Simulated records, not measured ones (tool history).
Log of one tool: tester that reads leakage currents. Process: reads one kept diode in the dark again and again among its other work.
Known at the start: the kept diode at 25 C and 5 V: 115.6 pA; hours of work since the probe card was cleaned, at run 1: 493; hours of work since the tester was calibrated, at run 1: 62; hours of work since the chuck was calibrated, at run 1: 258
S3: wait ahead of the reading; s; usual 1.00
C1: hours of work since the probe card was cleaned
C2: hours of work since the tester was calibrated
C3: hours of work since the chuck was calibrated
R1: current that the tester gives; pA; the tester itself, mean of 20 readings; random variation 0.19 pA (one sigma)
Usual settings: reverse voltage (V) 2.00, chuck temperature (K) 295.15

run 1 hour=0.0 | reverse_voltage_(V)=2.00 chuck_temperature_(K)=295.15 S3=1.00 | C1=493 C2=62 C3=258 | R1=64.33
run 2 hour=45.0 | reverse_voltage_(V)=2.00 chuck_temperature_(K)=302.15 S3=1.00 | C1=517 C2=86 C3=283 | R1=108.37
run 3 hour=78.4 | reverse_voltage_(V)=2.00 chuck_temperature_(K)=302.15 S3=1.00 | C1=535 C2=104 C3=301 | R1=108.35
run 4 hour=108.7 | reverse_voltage_(V)=2.00 chuck_temperature_(K)=302.15 S3=1.00 | C1=551 C2=120 C3=317 | R1=109.44
run 5 hour=135.7 | reverse_voltage_(V)=2.00 chuck_temperature_(K)=294.15 S3=1.00 | C1=566 C2=135 C3=331 | R1=59.67
run 6 hour=155.4 | reverse_voltage_(V)=2.00 chuck_temperature_(K)=294.15 S3=1.00 | C1=576 C2=145 C3=342 | R1=60.14
run 7 hour=183.8 | reverse_voltage_(V)=2.00 chuck_temperature_(K)=295.15 S3=1.00 | C1=592 C2=161 C3=357 | R1=64.59
run 8 hour=212.3 | reverse_voltage_(V)=2.00 chuck_temperature_(K)=320.15 S3=1.00 | C1=607 C2=176 C3=373 | R1=378.72
run 9 hour=232.7 | reverse_voltage_(V)=2.00 chuck_temperature_(K)=301.15 S3=1.00 | C1=618 C2=187 C3=384 | R1=101.50
-- hour=237.4 chuck's temperature calibrated
run 10 hour=263.5 | reverse_voltage_(V)=2.00 chuck_temperature_(K)=301.15 S3=1.00 | C1=633 C2=202 C3=14 | R1=103.08
run 11 hour=297.1 | reverse_voltage_(V)=2.00 chuck_temperature_(K)=295.15 S3=1.00 | C1=652 C2=220 C3=32 | R1=66.60
run 12 hour=321.0 | reverse_voltage_(V)=2.00 chuck_temperature_(K)=295.15 S3=1.00 | C1=664 C2=233 C3=45 | R1=66.19
run 13 hour=367.0 | reverse_voltage_(V)=2.00 chuck_temperature_(K)=295.15 S3=1.00 | C1=689 C2=258 C3=70 | R1=66.94
-- hour=375.3 chuck's temperature calibrated, once more
run 14 hour=409.4 | reverse_voltage_(V)=2.00 chuck_temperature_(K)=312.15 S3=1.00 | C1=711 C2=280 C3=18 | R1=218.91
run 15 hour=445.1 | reverse_voltage_(V)=2.00 chuck_temperature_(K)=303.15 S3=3.31 | C1=730 C2=299 C3=38 | R1=116.06
run 16 hour=491.5 | reverse_voltage_(V)=2.31 chuck_temperature_(K)=300.15 S3=3.71 | C1=755 C2=324 C3=63 | R1=98.73
run 17 hour=513.0 | reverse_voltage_(V)=2.44 chuck_temperature_(K)=297.15 S3=0.42 | C1=767 C2=335 C3=74 | R1=81.88
run 18 hour=534.6 | reverse_voltage_(V)=3.10 chuck_temperature_(K)=295.15 S3=1.31 | C1=778 C2=347 C3=86 | R1=78.63
run 19 hour=580.6 | reverse_voltage_(V)=6.63 chuck_temperature_(K)=331.15 S3=2.13 | C1=803 C2=372 C3=110 | R1=1274.06
run 20 hour=606.1 | reverse_voltage_(V)=6.63 chuck_temperature_(K)=296.15 S3=0.33 | C1=817 C2=385 C3=124 | R1=121.54
run 21 hour=637.7 | reverse_voltage_(V)=17.60 chuck_temperature_(K)=308.15 S3=1.00 | C1=834 C2=402 C3=141 | R1=437.39
run 22 hour=661.3 | reverse_voltage_(V)=17.60 chuck_temperature_(K)=308.15 S3=1.00 | C1=846 C2=415 C3=154 | R1=442.06
run 23 hour=705.0 | reverse_voltage_(V)=8.47 chuck_temperature_(K)=314.15 S3=1.06 | C1=870 C2=439 C3=177 | R1=478.52
run 24 hour=732.8 | reverse_voltage_(V)=15.93 chuck_temperature_(K)=314.15 S3=7.93 | C1=885 C2=454 C3=192 | R1=630.26
run 25 hour=768.3 | reverse_voltage_(V)=17.63 chuck_temperature_(K)=321.15 S3=0.49 | C1=904 C2=473 C3=211 | R1=1052.49

Run 26 comes next. What will it give?
run 26 hour=803.0 | reverse_voltage_(V)=2.22 chuck_temperature_(K)=293.15 S3=0.58 | C1=923 C2=491 C3=230 | R1=?

{"run 26": {"R1": 59.36}}
Without the tool's hidden state the same run would have given R1 55.76 pA.
